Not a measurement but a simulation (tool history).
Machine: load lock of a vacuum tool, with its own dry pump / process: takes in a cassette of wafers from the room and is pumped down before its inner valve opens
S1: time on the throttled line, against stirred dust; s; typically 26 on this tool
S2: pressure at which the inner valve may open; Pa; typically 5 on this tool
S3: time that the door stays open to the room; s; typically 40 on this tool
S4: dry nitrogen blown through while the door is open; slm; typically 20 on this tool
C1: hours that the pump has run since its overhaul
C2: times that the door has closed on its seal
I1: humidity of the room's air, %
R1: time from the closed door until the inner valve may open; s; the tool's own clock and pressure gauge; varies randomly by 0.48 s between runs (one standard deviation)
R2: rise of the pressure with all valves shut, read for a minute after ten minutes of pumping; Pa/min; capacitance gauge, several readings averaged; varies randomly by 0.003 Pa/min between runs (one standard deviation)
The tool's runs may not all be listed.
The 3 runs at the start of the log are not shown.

run,day,S1,S2,S3,S4,C1,C2,I1,R1,R2
4,58.208,26,5,40,20,15449,29173,44.2,62.1,0.036
5,75.008,26,7,40,20,15852,29765,47.5,61.8,0.032
6,91.7,26,7,40,20,16253,30354,47.8,61.4,0.041
7,110.033,26,5,40,20,16693,31001,46.3,62.2,0.039
8,130.138,26,5,40,20,17176,31710,46.7,62.4,0.035
9,152.438,26,5,40,20,17711,32496,47,63.1,0.041
10,174.492,26,5,237,20,18240,33274,43.3,62.3,0.07
11,196.246,26,5,237,20,18762,34042,45.3,62.7,0.075
12,216.471,26,5,237,20,19248,34755,45.8,63.2,0.071
13,235.321,26,5,237,20,19700,35420,45.1,62.6,0.082
14,258.112,26,5,40,20,20247,36224,46,63.2,0.035
15,269.283,26,5,40,20,20515,36618,41.3,62.7,0.033
16,289.3,26,5,40,20,20995,37324,47.7,62.4,0.038
17,308.312,26,5,40,7,21452,37995,46.1,62.3,0.051
18,333.279,26,5,40,7,22051,38875,47.2,62.7,0.054
19,349.9,34,5,40,20,22450,39462,46.1,68.6,0.04
20,364.746,29,5,40,20,22806,39985,46.4,64.8,0.041
21,379.717,29,5,40,20,23165,40513,41.9,65.2,0.036
22,405.025,29,5,40,20,23773,41406,41.4,65,0.035
# day 411.558: dry pump taken out, an overhauled one fitted
23,419.596,33,5,40,20,193,41911,46,66.6,0.04
24,438.954,33,5,40,20,658,42594,45.9,68.1,0.041

Run 25 has not been measured yet. What should we expect?
25,451.083,30,7,198,14,949,43022,48.4,?,?

R1: 64.6 s
R2: 0.085 Pa/min
Were there no unlogged condition in the tool, this run, its random variation unchanged, would have produced R1 64.6 s, R2 0.084 Pa/min.

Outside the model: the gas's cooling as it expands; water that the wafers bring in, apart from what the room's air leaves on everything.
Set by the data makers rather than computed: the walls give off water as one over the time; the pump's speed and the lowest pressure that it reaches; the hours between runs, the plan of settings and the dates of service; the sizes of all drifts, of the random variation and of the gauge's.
